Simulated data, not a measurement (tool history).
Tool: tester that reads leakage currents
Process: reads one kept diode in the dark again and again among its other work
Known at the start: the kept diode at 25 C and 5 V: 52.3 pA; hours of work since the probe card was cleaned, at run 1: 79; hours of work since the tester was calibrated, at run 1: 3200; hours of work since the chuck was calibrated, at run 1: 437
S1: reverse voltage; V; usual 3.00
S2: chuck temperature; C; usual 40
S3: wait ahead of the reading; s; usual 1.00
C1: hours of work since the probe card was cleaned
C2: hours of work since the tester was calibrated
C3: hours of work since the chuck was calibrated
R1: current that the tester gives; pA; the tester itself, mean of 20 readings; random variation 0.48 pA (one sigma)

run 1 day=0.000 | S1=3.00 S2=40 S3=1.00 | C1=79 C2=3200 C3=437 | R1=160.01
run 2 day=2.367 | S1=3.00 S2=40 S3=8.87 | C1=122 C2=3243 C3=480 | R1=159.41
run 3 day=6.200 | S1=3.00 S2=38 S3=1.00 | C1=192 C2=3313 C3=550 | R1=134.61
run 4 day=10.571 | S1=3.00 S2=40 S3=1.00 | C1=271 C2=3392 C3=629 | R1=158.69
run 5 day=14.792 | S1=3.00 S2=40 S3=1.00 | C1=348 C2=3469 C3=706 | R1=159.09
run 6 day=16.650 | S1=3.00 S2=40 S3=1.00 | C1=381 C2=3502 C3=740 | R1=158.60
run 7 day=18.500 | S1=3.00 S2=35 S3=1.00 | C1=415 C2=3536 C3=773 | R1=102.64
run 8 day=21.058 | S1=3.00 S2=35 S3=1.00 | C1=461 C2=3582 C3=820 | R1=102.54
run 9 day=25.367 | S1=3.00 S2=40 S3=3.94 | C1=540 C2=3661 C3=898 | R1=157.59
run 10 day=27.546 | S1=3.00 S2=40 S3=3.94 | C1=579 C2=3700 C3=938 | R1=156.43
run 11 day=29.754 | S1=3.00 S2=40 S3=1.00 | C1=619 C2=3740 C3=978 | R1=157.25
run 12 day=31.571 | S1=3.00 S2=40 S3=1.00 | C1=652 C2=3773 C3=1011 | R1=156.24
run 13 day=35.288 | S1=3.03 S2=40 S3=1.00 | C1=720 C2=3841 C3=1078 | R1=156.96
run 14 day=39.042 | S1=3.03 S2=44 S3=1.00 | C1=788 C2=3909 C3=1147 | R1=218.87
run 15 day=42.829 | S1=3.03 S2=44 S3=1.00 | C1=857 C2=3978 C3=1215 | R1=216.71
run 16 day=46.179 | S1=3.03 S2=44 S3=1.00 | C1=918 C2=4039 C3=1276 | R1=216.56
run 17 day=48.292 | S1=3.00 S2=40 S3=1.00 | C1=956 C2=4077 C3=1315 | R1=154.23
run 18 day=52.333 | S1=3.00 S2=40 S3=1.00 | C1=1030 C2=4151 C3=1388 | R1=153.36
run 19 day=56.050 | S1=3.00 S2=40 S3=1.00 | C1=1097 C2=4218 C3=1455 | R1=153.26
run 20 day=58.967 | S1=1.39 S2=40 S3=1.00 | C1=1150 C2=4271 C3=1508 | R1=108.14
run 21 day=61.229 | S1=1.39 S2=40 S3=1.00 | C1=1191 C2=4312 C3=1550 | R1=107.21
-- day=64.804 probe card cleaned and baked
run 22 day=65.804 | S1=3.00 S2=40 S3=0.38 | C1=18 C2=4393 C3=1630 | R1=150.33
run 23 day=68.442 | S1=8.58 S2=40 S3=0.47 | C1=66 C2=4441 C3=1678 | R1=240.07
run 24 day=72.833 | S1=3.00 S2=33 S3=6.30 | C1=146 C2=4521 C3=1758 | R1=79.62
run 25 day=74.917 | S1=3.00 S2=27 S3=8.04 | C1=184 C2=4559 C3=1796 | R1=46.33
run 26 day=78.758 | S1=9.06 S2=24 S3=6.74 | C1=254 C2=4628 C3=1866 | R1=58.41
run 27 day=82.538 | S1=2.04 S2=52 S3=7.12 | C1=322 C2=4697 C3=1934 | R1=331.44
run 28 day=85.879 | S1=5.21 S2=55 S3=5.15 | C1=383 C2=4758 C3=1995 | R1=635.75
run 29 day=88.338 | S1=5.21 S2=55 S3=5.15 | C1=427 C2=4802 C3=2040 | R1=637.46
run 30 day=91.096 | S1=3.00 S2=57 S3=1.00 | C1=478 C2=4853 C3=2090 | R1=581.36
run 31 day=95.396 | S1=4.62 S2=46 S3=0.82 | C1=556 C2=4931 C3=2168 | R1=291.48

The next listed run, before its measurement:
-- day=96.558 chuck's temperature calibrated
run 32 day=98.892 | S1=13.27 S2=25 S3=1.12 | C1=618 C2=4993 C3=42 | R1=?

Run 32 gave R1 90.13 pA.
Without the tool's hidden state the same run would have given R1 82.66 pA.
